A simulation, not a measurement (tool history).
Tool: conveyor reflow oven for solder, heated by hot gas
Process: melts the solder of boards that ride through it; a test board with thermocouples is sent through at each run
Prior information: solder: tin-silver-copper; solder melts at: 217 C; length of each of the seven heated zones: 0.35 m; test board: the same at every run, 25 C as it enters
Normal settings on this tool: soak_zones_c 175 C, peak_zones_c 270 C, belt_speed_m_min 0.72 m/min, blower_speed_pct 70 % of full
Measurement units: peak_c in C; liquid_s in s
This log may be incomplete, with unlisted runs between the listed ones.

run,hour,soak_zones_c,peak_zones_c,belt_speed_m_min,blower_speed_pct,peak_c,liquid_s
1,0,175,270,0.72,70,253,44.2
2,39.8,175,270,0.72,70,252.7,44.1
3,101.2,175,270,0.72,70,252.4,44.2
# hour 157.1: flux residue cleaned out of gas plates and filters
4,161.8,175,270,0.72,70,255.8,46.4
5,209.9,175,270,0.72,70,255.6,46.6
6,251.6,175,270,0.72,70,255.6,46.1
7,283.5,175,270,0.72,70,255.9,46.5
8,309.6,175,270,0.72,70,255.7,46.3
9,337.3,175,270,0.72,70,255.4,46.4
10,387.3,172,280,0.72,61,261.5,48.2
11,420.4,179,267,0.72,64,252.3,45.9
12,478.9,179,267,0.72,64,252.4,45.9
13,534.9,179,267,0.684,74,255.5,50.5
14,573.3,179,259,0.755,74,245.8,39.7
15,625.4,172,265,0.723,58,247.7,40.7
# hour 635.4: thermocouples of zones 6 and 7 changed
16,656.7,172,265,0.723,58,245,38.4
17,701.3,172,265,0.723,58,244.7,38.4

The same runs without the tool's hidden state, with the same run-to-run variation:
Unlogged tool condition in this case: heat that the gas passes to the board, % of a clean oven's; belt's true speed, % of the reading; true gas temperature in zones 6 and 7 over the reading, C; drift of the gauge itself on peak_c, C; drift of the gauge itself on liquid_s, %.
run,peak_c,liquid_s
1,254.6,45
2,254.4,45
3,254.2,45.1
4,254.4,45
5,254.2,45.2
6,254.3,44.8
7,254.7,45.2
8,254.6,44.9
9,254.3,45.1
10,260.4,46.8
11,251.2,44.6
12,251.4,44.6
13,254.6,49.2
14,245.1,38.7
15,247,39.6
16,246.9,39.2
17,246.7,39.2

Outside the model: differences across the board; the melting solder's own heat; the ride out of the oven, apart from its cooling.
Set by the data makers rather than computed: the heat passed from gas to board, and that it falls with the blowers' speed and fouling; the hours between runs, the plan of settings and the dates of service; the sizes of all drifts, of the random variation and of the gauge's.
